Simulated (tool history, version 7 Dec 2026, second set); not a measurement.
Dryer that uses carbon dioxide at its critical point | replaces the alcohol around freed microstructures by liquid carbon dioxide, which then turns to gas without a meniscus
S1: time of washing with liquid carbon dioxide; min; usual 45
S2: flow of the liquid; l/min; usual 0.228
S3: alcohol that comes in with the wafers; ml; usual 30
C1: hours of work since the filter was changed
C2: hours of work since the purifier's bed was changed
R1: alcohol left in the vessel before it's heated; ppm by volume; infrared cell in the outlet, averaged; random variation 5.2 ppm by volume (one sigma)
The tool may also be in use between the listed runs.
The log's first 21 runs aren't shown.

run    hour  S1     S2   S3   C1   C2    R1
 22   575.7  45  0.228   30  162  152   190
 23   593.6  38  0.228  119  169  159   986
 24   635.4  66  0.228  118  186  175   142
 25   665.5  45  0.366   30  198  188   113
 26   708.5  38  0.366  112  215  205   185
 27   738.5  29  0.256  112  227  217  1715
 28   768.4  38  0.160  112  239  229  3150
 29   801.5  38  0.164  105  252  242  2927
 30   820.0  38  0.164  105  260  249  2884
 31   861.3  70  0.201   92  276  266   206
 32   882.1  41  0.228   30  284  274   327
 33   908.1  45  0.355   44  295  285   155
 34   929.1  45  0.355   44  303  293   169
 35   966.6  42  0.228   27  318  308   305
 36   987.5  45  0.143  108  327  316  2874
 37  1015.0  45  0.371  108  338  327   202
 38  1050.5  30  0.157  108  352  342  6106
 39  1090.4  29  0.167   70  368  358  3835
 40  1127.0  45  0.228   69  382  372   472
 41  1148.1  47  0.228  113  391  381   574
 42  1187.5  45  0.166   30  407  396   667
 43  1227.4  45  0.338   82  423  412   250

3 ways to go on from here, each from the tool as it stands after run 43. What would each give?
  A  1263.3  45  0.338  28  437  427   ?
  B  1263.3  50  0.338  82  437  427   ?
  C  1263.3  59  0.225  30  437  427   ?

run   R1
  A  230
  B  222
  C  252
Without the tool's hidden state the same runs would have given:
run  R1
  A   9
  B   2
  C  21

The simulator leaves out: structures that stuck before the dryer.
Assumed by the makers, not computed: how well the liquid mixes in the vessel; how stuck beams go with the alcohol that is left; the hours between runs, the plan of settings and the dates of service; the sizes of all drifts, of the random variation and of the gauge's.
